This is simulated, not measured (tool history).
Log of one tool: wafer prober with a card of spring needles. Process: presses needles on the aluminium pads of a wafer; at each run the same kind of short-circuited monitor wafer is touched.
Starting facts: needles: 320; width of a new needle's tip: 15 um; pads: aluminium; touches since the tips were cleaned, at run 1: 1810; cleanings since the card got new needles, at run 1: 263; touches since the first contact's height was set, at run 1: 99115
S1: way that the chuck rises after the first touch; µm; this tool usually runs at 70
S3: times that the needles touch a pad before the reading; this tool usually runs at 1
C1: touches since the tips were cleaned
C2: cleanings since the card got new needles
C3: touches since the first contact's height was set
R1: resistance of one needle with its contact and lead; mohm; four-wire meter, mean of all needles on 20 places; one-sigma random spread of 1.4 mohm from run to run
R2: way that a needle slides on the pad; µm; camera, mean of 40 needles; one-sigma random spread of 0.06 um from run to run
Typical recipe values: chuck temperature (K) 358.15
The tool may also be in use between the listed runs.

run 1 hour=0.0 | S1=70 chuck_temperature_(K)=358.15 S3=1 | C1=1810 C2=263 C3=99115 | R1=129 R2=14.05
-- hour=2.4 tips cleaned on abrasive film
-- hour=7.0 tips cleaned on abrasive film
-- hour=12.7 tips cleaned on abrasive film
-- hour=18.5 tips cleaned on abrasive film
-- hour=23.1 tips cleaned on abrasive film
-- hour=24.5 height of the first contact set anew
-- hour=29.2 tips cleaned on abrasive film
-- hour=34.9 tips cleaned on abrasive film
-- hour=39.6 tips cleaned on abrasive film
run 2 hour=39.7 | S1=70 chuck_temperature_(K)=358.15 S3=1 | C1=99 C2=271 C3=8884 | R1=131 R2=14.08
-- hour=44.3 tips cleaned on abrasive film
-- hour=49.0 tips cleaned on abrasive film
-- hour=53.6 tips cleaned on abrasive film
-- hour=59.3 tips cleaned on abrasive film
-- hour=64.0 tips cleaned on abrasive film
-- hour=68.6 tips cleaned on abrasive film
-- hour=73.2 tips cleaned on abrasive film
-- hour=79.0 tips cleaned on abrasive film
-- hour=84.7 tips cleaned on abrasive film
-- hour=89.3 tips cleaned on abrasive film
run 3 hour=92.4 | S1=70 chuck_temperature_(K)=358.15 S3=1 | C1=1835 C2=281 C3=39772 | R1=132 R2=14.04
-- hour=94.8 tips cleaned on abrasive film
-- hour=99.4 tips cleaned on abrasive film
-- hour=104.0 tips cleaned on abrasive film
-- hour=109.8 tips cleaned on abrasive film
-- hour=114.4 tips cleaned on abrasive film
-- hour=120.2 tips cleaned on abrasive film
-- hour=125.9 tips cleaned on abrasive film
run 4 hour=129.3 | S1=70 chuck_temperature_(K)=358.15 S3=1 | C1=1999 C2=288 C3=61368 | R1=131 R2=14.00
-- hour=131.6 tips cleaned on abrasive film
-- hour=136.2 tips cleaned on abrasive film
-- hour=140.9 tips cleaned on abrasive film
-- hour=145.5 tips cleaned on abrasive film
-- hour=151.2 tips cleaned on abrasive film
-- hour=157.0 tips cleaned on abrasive film
-- hour=161.6 tips cleaned on abrasive film
-- hour=166.2 tips cleaned on abrasive film
run 5 hour=170.1 | S1=70 chuck_temperature_(K)=358.15 S3=1 | C1=2321 C2=296 C3=85312 | R1=131 R2=13.95
-- hour=171.4 tips cleaned on abrasive film
-- hour=176.0 tips cleaned on abrasive film
-- hour=181.7 tips cleaned on abrasive film
-- hour=186.4 tips cleaned on abrasive film
-- hour=191.0 tips cleaned on abrasive film
-- hour=195.6 tips cleaned on abrasive film
-- hour=200.2 tips cleaned on abrasive film
run 6 hour=203.3 | S1=70 chuck_temperature_(K)=358.15 S3=1 | C1=1835 C2=303 C3=104716 | R1=130 R2=14.06
-- hour=205.7 tips cleaned on abrasive film
-- hour=210.3 tips cleaned on abrasive film
-- hour=216.0 tips cleaned on abrasive film
-- hour=218.6 height of the first contact set anew
-- hour=221.0 tips cleaned on abrasive film
-- hour=226.7 tips cleaned on abrasive film
-- hour=232.5 tips cleaned on abrasive film
-- hour=237.1 tips cleaned on abrasive film
-- hour=242.9 tips cleaned on abrasive film
-- hour=248.6 tips cleaned on abrasive film
-- hour=253.2 tips cleaned on abrasive film
run 7 hour=255.0 | S1=70 chuck_temperature_(K)=358.15 S3=1 | C1=1034 C2=313 C3=21306 | R1=132 R2=14.23
-- hour=258.5 tips cleaned on abrasive film
-- hour=263.1 tips cleaned on abrasive film
-- hour=267.7 tips cleaned on abrasive film
-- hour=272.3 tips cleaned on abrasive film
-- hour=276.9 tips cleaned on abrasive film
-- hour=281.6 tips cleaned on abrasive film
-- hour=286.2 tips cleaned on abrasive film
run 8 hour=286.6 | S1=88 chuck_temperature_(K)=358.15 S3=1 | C1=260 C2=320 C3=39811 | R1=125 R2=17.74
-- hour=291.3 tips cleaned on abrasive film
-- hour=295.9 tips cleaned on abrasive film
-- hour=300.5 tips cleaned on abrasive film
-- hour=306.3 tips cleaned on abrasive film
-- hour=312.0 tips cleaned on abrasive film
-- hour=316.6 tips cleaned on abrasive film
-- hour=321.3 tips cleaned on abrasive film
-- hour=325.9 tips cleaned on abrasive film
-- hour=330.5 tips cleaned on abrasive film
run 9 hour=333.4 | S1=70 chuck_temperature_(K)=358.15 S3=1 | C1=1721 C2=329 C3=67210 | R1=130 R2=14.02
-- hour=335.7 tips cleaned on abrasive film
-- hour=347.7 card fitted with new needles
-- hour=352.4 tips cleaned on abrasive film
-- hour=357.0 tips cleaned on abrasive film
-- hour=362.8 tips cleaned on abrasive film
-- hour=367.4 tips cleaned on abrasive film
-- hour=373.1 tips cleaned on abrasive film
-- hour=377.8 tips cleaned on abrasive film
-- hour=382.4 tips cleaned on abrasive film
-- hour=387.0 tips cleaned on abrasive film
-- hour=391.6 tips cleaned on abrasive film
-- hour=396.2 tips cleaned on abrasive film
-- hour=400.9 tips cleaned on abrasive film
run 10 hour=400.9 | S1=70 chuck_temperature_(K)=358.15 S3=1 | C1=41 C2=11 C3=31125 | R1=131 R2=14.13
-- hour=405.6 tips cleaned on abrasive film
-- hour=410.2 tips cleaned on abrasive film
-- hour=415.9 tips cleaned on abrasive film
-- hour=421.7 tips cleaned on abrasive film
-- hour=426.3 tips cleaned on abrasive film
-- hour=430.9 tips cleaned on abrasive film
-- hour=436.0 tips cleaned on abrasive film
run 11 hour=436.0 | S1=70 chuck_temperature_(K)=328.15 S3=1 | C1=0 C2=18 C3=51655 | R1=125 R2=14.03
-- hour=440.6 tips cleaned on abrasive film
-- hour=445.2 tips cleaned on abrasive film
-- hour=451.0 tips cleaned on abrasive film
-- hour=456.8 tips cleaned on abrasive film
-- hour=461.4 tips cleaned on abrasive film
-- hour=467.1 tips cleaned on abrasive film
-- hour=471.8 tips cleaned on abrasive film
-- hour=477.1 tips cleaned on abrasive film
run 12 hour=477.1 | S1=54 chuck_temperature_(K)=379.15 S3=2 | C1=0 C2=26 C3=75713 | R1=138 R2=10.89
-- hour=482.8 tips cleaned on abrasive film
-- hour=487.4 tips cleaned on abrasive film
-- hour=493.2 tips cleaned on abrasive film
-- hour=497.8 tips cleaned on abrasive film
-- hour=502.4 tips cleaned on abrasive film
-- hour=507.1 tips cleaned on abrasive film
-- hour=512.8 tips cleaned on abrasive film
-- hour=517.4 tips cleaned on abrasive film
run 13 hour=517.6 | S1=55 chuck_temperature_(K)=358.15 S3=1 | C1=123 C2=34 C3=99486 | R1=135 R2=11.06
-- hour=522.3 tips cleaned on abrasive film
-- hour=528.0 tips cleaned on abrasive film
-- hour=532.7 tips cleaned on abrasive film
-- hour=538.4 tips cleaned on abrasive film
run 14 hour=540.8 | S1=55 chuck_temperature_(K)=358.15 S3=1 | C1=1436 C2=38 C3=113086 | R1=136 R2=11.03
-- hour=542.2 height of the first contact set anew
-- hour=543.5 tips cleaned on abrasive film
-- hour=548.1 tips cleaned on abrasive film
-- hour=552.7 tips cleaned on abrasive film
-- hour=557.3 tips cleaned on abrasive film
-- hour=562.0 tips cleaned on abrasive film
-- hour=567.7 tips cleaned on abrasive film
-- hour=572.3 tips cleaned on abrasive film
run 15 hour=575.8 | S1=70 chuck_temperature_(K)=310.15 S3=1 | C1=2043 C2=45 C3=19612 | R1=126 R2=14.13
-- hour=577.0 tips cleaned on abrasive film
-- hour=581.6 tips cleaned on abrasive film
-- hour=587.4 tips cleaned on abrasive film
-- hour=593.1 tips cleaned on abrasive film
-- hour=598.9 tips cleaned on abrasive film
-- hour=604.6 tips cleaned on abrasive film
-- hour=609.2 tips cleaned on abrasive film
-- hour=613.9 tips cleaned on abrasive film
-- hour=618.5 tips cleaned on abrasive film
-- hour=623.1 tips cleaned on abrasive film
run 16 hour=626.4 | S1=75 chuck_temperature_(K)=357.15 S3=1 | C1=1983 C2=55 C3=49296 | R1=128 R2=15.06
-- hour=628.8 tips cleaned on abrasive film
-- hour=633.4 tips cleaned on abrasive film
-- hour=639.2 tips cleaned on abrasive film
-- hour=643.8 tips cleaned on abrasive film
-- hour=648.4 tips cleaned on abrasive film
-- hour=654.2 tips cleaned on abrasive film
-- hour=658.8 tips cleaned on abrasive film
-- hour=663.4 tips cleaned on abrasive film
-- hour=668.1 tips cleaned on abrasive film
-- hour=672.7 tips cleaned on abrasive film
-- hour=677.3 tips cleaned on abrasive film
-- hour=683.1 tips cleaned on abrasive film
run 17 hour=683.1 | S1=75 chuck_temperature_(K)=357.15 S3=1 | C1=47 C2=67 C3=82454 | R1=129 R2=14.99
-- hour=687.8 tips cleaned on abrasive film
-- hour=692.4 tips cleaned on abrasive film
-- hour=698.1 tips cleaned on abrasive film
-- hour=702.8 tips cleaned on abrasive film
-- hour=707.4 tips cleaned on abrasive film
-- hour=712.0 tips cleaned on abrasive film
-- hour=716.6 tips cleaned on abrasive film
run 18 hour=719.1 | S1=75 chuck_temperature_(K)=357.15 S3=1 | C1=1482 C2=74 C3=103538 | R1=129 R2=15.02

Predict each of these 3 candidate next runs independently; none follows another, all start after run 18:
-- hour=721.5 tips cleaned on abrasive film
-- hour=727.2 tips cleaned on abrasive film
-- hour=731.9 tips cleaned on abrasive film
-- hour=736.5 tips cleaned on abrasive film
-- hour=736.8 height of the first contact set anew
-- hour=742.5 tips cleaned on abrasive film
-- hour=747.2 tips cleaned on abrasive film
-- hour=751.8 tips cleaned on abrasive film
-- hour=756.4 tips cleaned on abrasive film
run A hour=759.3 | S1=61 chuck_temperature_(K)=357.15 S3=1 | C1=1739 C2=82 C3=13226 | R1=? R2=?
-- hour=721.5 tips cleaned on abrasive film
-- hour=727.2 tips cleaned on abrasive film
-- hour=731.9 tips cleaned on abrasive film
-- hour=736.5 tips cleaned on abrasive film
-- hour=736.8 height of the first contact set anew
-- hour=742.5 tips cleaned on abrasive film
-- hour=747.2 tips cleaned on abrasive film
-- hour=751.8 tips cleaned on abrasive film
-- hour=756.4 tips cleaned on abrasive film
run B hour=759.3 | S1=90 chuck_temperature_(K)=341.15 S3=1 | C1=1739 C2=82 C3=13226 | R1=? R2=?
-- hour=721.5 tips cleaned on abrasive film
-- hour=727.2 tips cleaned on abrasive film
-- hour=731.9 tips cleaned on abrasive film
-- hour=736.5 tips cleaned on abrasive film
-- hour=736.8 height of the first contact set anew
-- hour=742.5 tips cleaned on abrasive film
-- hour=747.2 tips cleaned on abrasive film
-- hour=751.8 tips cleaned on abrasive film
-- hour=756.4 tips cleaned on abrasive film
run C hour=759.3 | S1=87 chuck_temperature_(K)=357.15 S3=1 | C1=1739 C2=82 C3=13226 | R1=? R2=?

run=A R1=133 R2=12.25
run=B R1=126 R2=18.13
run=C R1=129 R2=17.58
With the hidden condition removed and each run's random variation left untouched, the same runs would have given:
run=A R1=133 R2=12.25
run=B R1=126 R2=18.13
run=C R1=129 R2=17.58
